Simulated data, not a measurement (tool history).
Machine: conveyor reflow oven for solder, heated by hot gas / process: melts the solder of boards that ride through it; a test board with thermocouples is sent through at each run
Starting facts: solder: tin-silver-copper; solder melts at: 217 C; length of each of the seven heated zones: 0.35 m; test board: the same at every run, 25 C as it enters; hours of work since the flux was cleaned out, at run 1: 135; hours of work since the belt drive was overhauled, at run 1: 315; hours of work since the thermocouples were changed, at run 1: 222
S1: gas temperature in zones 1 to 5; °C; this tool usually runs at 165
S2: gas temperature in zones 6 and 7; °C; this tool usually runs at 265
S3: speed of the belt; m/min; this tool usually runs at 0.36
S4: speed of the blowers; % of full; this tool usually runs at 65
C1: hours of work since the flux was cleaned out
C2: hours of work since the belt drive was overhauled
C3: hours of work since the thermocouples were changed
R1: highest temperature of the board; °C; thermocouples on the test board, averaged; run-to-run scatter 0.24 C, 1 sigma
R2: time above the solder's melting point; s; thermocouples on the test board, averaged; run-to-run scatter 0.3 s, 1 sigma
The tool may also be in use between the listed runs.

{"run": 1, "hour": 0.0, "S1": 165, "S2": 265, "S3": 0.36, "S4": 65, "C1": 135, "C2": 315, "C3": 222, "R1": 247.9, "R2": 78.3}
{"run": 2, "hour": 51.4, "S1": 155, "S2": 265, "S3": 0.36, "S4": 65, "C1": 161, "C2": 341, "C3": 248, "R1": 246, "R2": 71.4}
{"run": 3, "hour": 90.3, "S1": 165, "S2": 265, "S3": 0.396, "S4": 65, "C1": 181, "C2": 360, "C3": 268, "R1": 244.6, "R2": 65.6}
{"run": 4, "hour": 155.2, "S1": 165, "S2": 265, "S3": 0.36, "S4": 65, "C1": 214, "C2": 394, "C3": 301, "R1": 247.4, "R2": 78.5}
{"hour": 164.9, "done": "flux residue cleaned out of gas plates and filters"}
{"run": 5, "hour": 223.4, "S1": 165, "S2": 265, "S3": 0.36, "S4": 65, "C1": 30, "C2": 426, "C3": 333, "R1": 248.2, "R2": 79.3}
{"run": 6, "hour": 251.9, "S1": 165, "S2": 265, "S3": 0.36, "S4": 65, "C1": 44, "C2": 440, "C3": 348, "R1": 248.1, "R2": 79.1}
{"run": 7, "hour": 291.7, "S1": 165, "S2": 265, "S3": 0.36, "S4": 65, "C1": 65, "C2": 460, "C3": 368, "R1": 248.1, "R2": 79}
{"run": 8, "hour": 352.4, "S1": 165, "S2": 265, "S3": 0.36, "S4": 65, "C1": 95, "C2": 491, "C3": 399, "R1": 247.9, "R2": 78.6}
{"run": 9, "hour": 415.8, "S1": 165, "S2": 265, "S3": 0.36, "S4": 65, "C1": 128, "C2": 524, "C3": 431, "R1": 247.3, "R2": 78.7}
{"run": 10, "hour": 474.8, "S1": 165, "S2": 265, "S3": 0.36, "S4": 65, "C1": 158, "C2": 554, "C3": 461, "R1": 247.3, "R2": 78.4}
{"run": 11, "hour": 503.6, "S1": 165, "S2": 265, "S3": 0.36, "S4": 65, "C1": 172, "C2": 568, "C3": 476, "R1": 247.4, "R2": 78.6}
{"run": 12, "hour": 548.5, "S1": 165, "S2": 265, "S3": 0.36, "S4": 65, "C1": 195, "C2": 591, "C3": 499, "R1": 247, "R2": 78}
{"run": 13, "hour": 576.6, "S1": 165, "S2": 265, "S3": 0.36, "S4": 65, "C1": 210, "C2": 606, "C3": 513, "R1": 246.9, "R2": 77.5}
{"hour": 592.3, "done": "flux residue cleaned out of gas plates and filters"}
{"run": 14, "hour": 615.3, "S1": 165, "S2": 265, "S3": 0.36, "S4": 65, "C1": 12, "C2": 623, "C3": 530, "R1": 247.3, "R2": 79.1}
{"run": 15, "hour": 665.6, "S1": 165, "S2": 265, "S3": 0.36, "S4": 65, "C1": 37, "C2": 648, "C3": 556, "R1": 247.4, "R2": 78.7}
{"run": 16, "hour": 713.8, "S1": 165, "S2": 265, "S3": 0.36, "S4": 65, "C1": 62, "C2": 673, "C3": 580, "R1": 247.2, "R2": 78.4}
{"run": 17, "hour": 768.7, "S1": 155, "S2": 265, "S3": 0.36, "S4": 61, "C1": 90, "C2": 701, "C3": 608, "R1": 244.2, "R2": 68.6}
{"run": 18, "hour": 815.6, "S1": 170, "S2": 265, "S3": 0.398, "S4": 58, "C1": 114, "C2": 725, "C3": 632, "R1": 242.1, "R2": 64.3}
{"run": 19, "hour": 861.0, "S1": 165, "S2": 265, "S3": 0.389, "S4": 65, "C1": 137, "C2": 748, "C3": 655, "R1": 244.1, "R2": 67.6}
{"run": 20, "hour": 906.4, "S1": 165, "S2": 265, "S3": 0.389, "S4": 65, "C1": 160, "C2": 771, "C3": 678, "R1": 244, "R2": 67.3}

Estimate the outcome of run 21 from the log above:
{"run": 21, "hour": 966.6, "S1": 165, "S2": 265, "S3": 0.369, "S4": 82, "C1": 191, "C2": 802, "C3": 709, "R1": "?", "R2": "?"}

Run 21 yielded R1 249.9 °C, R2 81.3 s.
Minus the tool's unlogged condition, the same run would have read R1 252.6 °C, R2 82.7 s.
